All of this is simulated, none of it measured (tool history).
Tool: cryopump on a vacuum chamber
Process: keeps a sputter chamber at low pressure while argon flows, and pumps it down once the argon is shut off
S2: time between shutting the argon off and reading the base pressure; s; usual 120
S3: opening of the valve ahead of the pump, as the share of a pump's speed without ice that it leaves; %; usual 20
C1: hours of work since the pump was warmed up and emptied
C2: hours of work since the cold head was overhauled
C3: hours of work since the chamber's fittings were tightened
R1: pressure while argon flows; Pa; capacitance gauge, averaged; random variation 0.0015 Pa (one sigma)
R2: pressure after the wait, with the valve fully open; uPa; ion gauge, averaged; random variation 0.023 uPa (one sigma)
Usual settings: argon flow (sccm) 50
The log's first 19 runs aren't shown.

run 20 day=22.612 | argon_flow_(sccm)=35 S2=120 S3=15 | C1=357 C2=357 C3=458 | R1=0.3410 R2=1.03
run 21 day=23.425 | argon_flow_(sccm)=24 S2=22 S3=56 | C1=368 C2=368 C3=469 | R1=0.0656 R2=3.21
run 22 day=24.788 | argon_flow_(sccm)=30 S2=153 S3=36 | C1=387 C2=387 C3=488 | R1=0.1247 R2=0.97
run 23 day=25.750 | argon_flow_(sccm)=30 S2=76 S3=36 | C1=401 C2=401 C3=502 | R1=0.1241 R2=1.35
run 24 day=27.512 | argon_flow_(sccm)=30 S2=76 S3=36 | C1=426 C2=426 C3=527 | R1=0.1245 R2=1.29
run 25 day=28.454 | argon_flow_(sccm)=50 S2=29 S3=16 | C1=439 C2=439 C3=540 | R1=0.4596 R2=2.57
run 26 day=29.404 | argon_flow_(sccm)=48 S2=172 S3=24 | C1=452 C2=452 C3=553 | R1=0.2953 R2=0.99
run 27 day=30.288 | argon_flow_(sccm)=51 S2=37 S3=17 | C1=465 C2=465 C3=566 | R1=0.4371 R2=2.24
run 28 day=31.404 | argon_flow_(sccm)=51 S2=37 S3=17 | C1=481 C2=481 C3=582 | R1=0.4401 R2=2.18
run 29 day=32.896 | argon_flow_(sccm)=51 S2=37 S3=17 | C1=502 C2=502 C3=603 | R1=0.4401 R2=2.26
run 30 day=34.346 | argon_flow_(sccm)=59 S2=32 S3=54 | C1=522 C2=522 C3=623 | R1=0.1709 R2=2.50
run 31 day=36.038 | argon_flow_(sccm)=42 S2=164 S3=23 | C1=546 C2=546 C3=647 | R1=0.2712 R2=1.06
run 32 day=37.508 | argon_flow_(sccm)=42 S2=164 S3=23 | C1=567 C2=567 C3=668 | R1=0.2696 R2=1.05

Forecast each of these 5 alternatives for the next run:
-- day=38.192 pump warmed up, emptied and cooled again
run A day=39.208 | argon_flow_(sccm)=42 S2=256 S3=49 | C1=14 C2=588 C3=689 | R1=? R2=?
-- day=38.192 pump warmed up, emptied and cooled again
run B day=39.208 | argon_flow_(sccm)=42 S2=27 S3=23 | C1=14 C2=588 C3=689 | R1=? R2=?
-- day=38.192 pump warmed up, emptied and cooled again
run C day=39.208 | argon_flow_(sccm)=71 S2=164 S3=23 | C1=14 C2=588 C3=689 | R1=? R2=?
-- day=38.192 pump warmed up, emptied and cooled again
run D day=39.208 | argon_flow_(sccm)=76 S2=152 S3=40 | C1=14 C2=588 C3=689 | R1=? R2=?
-- day=38.192 pump warmed up, emptied and cooled again
run E day=39.208 | argon_flow_(sccm)=40 S2=164 S3=23 | C1=14 C2=588 C3=689 | R1=? R2=?

run=A R1=0.1245 R2=0.84
run=B R1=0.2601 R2=2.81
run=C R1=0.4439 R2=1.01
run=D R1=0.2740 R2=1.02
run=E R1=0.2503 R2=0.98
Without the tool's hidden state the same runs would have given:
run=A R1=0.1233 R2=0.46
run=B R1=0.2589 R2=2.43
run=C R1=0.4420 R2=0.63
run=D R1=0.2719 R2=0.64
run=E R1=0.2492 R2=0.61
